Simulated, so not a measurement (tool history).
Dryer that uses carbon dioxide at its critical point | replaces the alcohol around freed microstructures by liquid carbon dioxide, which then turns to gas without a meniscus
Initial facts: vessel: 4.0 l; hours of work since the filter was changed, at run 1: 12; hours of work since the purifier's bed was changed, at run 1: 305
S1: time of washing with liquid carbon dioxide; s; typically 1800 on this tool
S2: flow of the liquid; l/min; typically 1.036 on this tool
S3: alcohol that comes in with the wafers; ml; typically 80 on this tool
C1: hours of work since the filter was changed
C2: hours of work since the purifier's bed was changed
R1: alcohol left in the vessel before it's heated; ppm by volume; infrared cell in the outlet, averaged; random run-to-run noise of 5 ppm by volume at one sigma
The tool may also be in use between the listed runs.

run,hour,S1,S2,S3,C1,C2,R1
1,0,1800,1.036,80,12,305,106
2,48.9,1800,1.036,80,37,330,105
3,102.5,1800,1.036,80,64,357,116
4,140.2,1800,1.036,80,82,375,116
5,199.7,1800,1.036,80,112,405,124
6,228.5,1800,0.63,80,126,419,433
7,272.1,1800,0.63,80,148,441,437
8,317.7,1800,1.036,80,171,464,140
9,349.1,1800,1.036,80,187,480,137
10,409.8,2040,1.036,80,217,510,137
11,436.1,2040,1.036,80,230,523,140
12,492.5,1800,0.92,80,258,551,187
13,535.4,1800,1.15,80,280,573,146
14,580.5,1800,1.036,80,302,595,182
15,643.4,1440,1.63,63,333,626,163

Forecast run 16:
# hour 695.4: purifier's bed changed
16,701.9,1500,1.036,33,361,3,?

{"run 16": {"R1": 47}}
Were there no unlogged condition in the tool, this run, its random variation unchanged, would have produced R1 29 ppm by volume.
